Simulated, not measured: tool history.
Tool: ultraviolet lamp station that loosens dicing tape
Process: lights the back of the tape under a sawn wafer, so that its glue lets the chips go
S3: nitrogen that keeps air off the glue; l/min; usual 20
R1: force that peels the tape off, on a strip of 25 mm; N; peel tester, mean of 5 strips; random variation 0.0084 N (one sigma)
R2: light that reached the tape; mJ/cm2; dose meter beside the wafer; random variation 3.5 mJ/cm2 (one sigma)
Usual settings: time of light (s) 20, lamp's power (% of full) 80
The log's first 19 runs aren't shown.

At hour 1380.7: window cleaned of glue's vapour.
Run 20, hour 1444.6: usual settings. Result: R1 0.738 N, R2 395 mJ/cm2.
Run 21, hour 1527.5: usual settings but time of light (s) 13, S3 37 l/min. Result: R1 1.097 N, R2 247 mJ/cm2.
Run 22, hour 1585.6: usual settings but time of light (s) 13, S3 37 l/min. Result: R1 1.16 N, R2 240 mJ/cm2.
Run 23, hour 1641.1: usual settings but time of light (s) 12, lamp's power (% of full) 78, S3 12 l/min. Result: R1 2.083 N, R2 213 mJ/cm2.
Run 24, hour 1705.9: usual settings but time of light (s) 11, lamp's power (% of full) 69, S3 14 l/min. Result: R1 2.376 N, R2 167 mJ/cm2.
Run 25, hour 1748.6: usual settings but time of light (s) 30, lamp's power (% of full) 64, S3 37 l/min. Result: R1 0.447 N, R2 408 mJ/cm2.
Run 26, hour 1808.2: usual settings but time of light (s) 13, lamp's power (% of full) 65. Result: R1 2.033 N, R2 171 mJ/cm2.
Run 27, hour 1898.1: usual settings but time of light (s) 13, lamp's power (% of full) 95. Result: R1 1.441 N, R2 244 mJ/cm2.
At hour 1972: lamp changed.
Run 28, hour 1990.4: usual settings but time of light (s) 13, lamp's power (% of full) 95. Result: R1 0.638 N, R2 422 mJ/cm2.
Run 29, hour 2045.2: usual settings but time of light (s) 19, lamp's power (% of full) 74, S3 8 l/min. Result: R1 1.019 N, R2 467 mJ/cm2.
Run 30, hour 2121.8: usual settings but time of light (s) 17, S3 36 l/min. Result: R1 0.381 N, R2 446 mJ/cm2.
Run 31, hour 2183.8: usual settings but time of light (s) 26, S3 36 l/min. Result: R1 0.15 N, R2 661 mJ/cm2.
Run 32, hour 2269: usual settings but time of light (s) 26, S3 36 l/min. Result: R1 0.162 N, R2 639 mJ/cm2.
Run 33, hour 2331.1: usual settings but time of light (s) 34, lamp's power (% of full) 90, S3 22 l/min. Result: R1 0.107 N, R2 917 mJ/cm2.
Run 34, hour 2380.5: usual settings but lamp's power (% of full) 61, S3 22 l/min. Result: R1 0.828 N, R2 361 mJ/cm2.
At hour 2420.4: window cleaned of glue's vapour.
Run 35, hour 2462.6: usual settings but lamp's power (% of full) 61, S3 22 l/min. Result: R1 0.747 N, R2 382 mJ/cm2.
Run 36, hour 2540: usual settings but time of light (s) 36, lamp's power (% of full) 61, S3 22 l/min. Result: R1 0.224 N, R2 664 mJ/cm2.
Run 37, hour 2602: usual settings but time of light (s) 19, lamp's power (% of full) 79, S3 11 l/min. Result: R1 0.928 N, R2 440 mJ/cm2.

Forecast each of these 4 alternatives for the next run:
Run A, hour 2678.5: usual settings but time of light (s) 26, lamp's power (% of full) 94, S3 22 l/min. Result: R1 ?, R2 ?.
Run B, hour 2678.5: usual settings but lamp's power (% of full) 89, S3 8 l/min. Result: R1 ?, R2 ?.
Run C, hour 2678.5: usual settings but time of light (s) 11, lamp's power (% of full) 72, S3 32 l/min. Result: R1 ?, R2 ?.
Run D, hour 2678.5: usual settings but time of light (s) 15, lamp's power (% of full) 68, S3 8 l/min. Result: R1 ?, R2 ?.

run     R1   R2
  A  0.202  697
  B  0.929  510
  C  1.287  224
  D  1.842  294
Without the tool's hidden state the same runs would have given:
run     R1   R2
  A  0.125  877
  B  0.623  642
  C  0.929  283
  D  1.444  370

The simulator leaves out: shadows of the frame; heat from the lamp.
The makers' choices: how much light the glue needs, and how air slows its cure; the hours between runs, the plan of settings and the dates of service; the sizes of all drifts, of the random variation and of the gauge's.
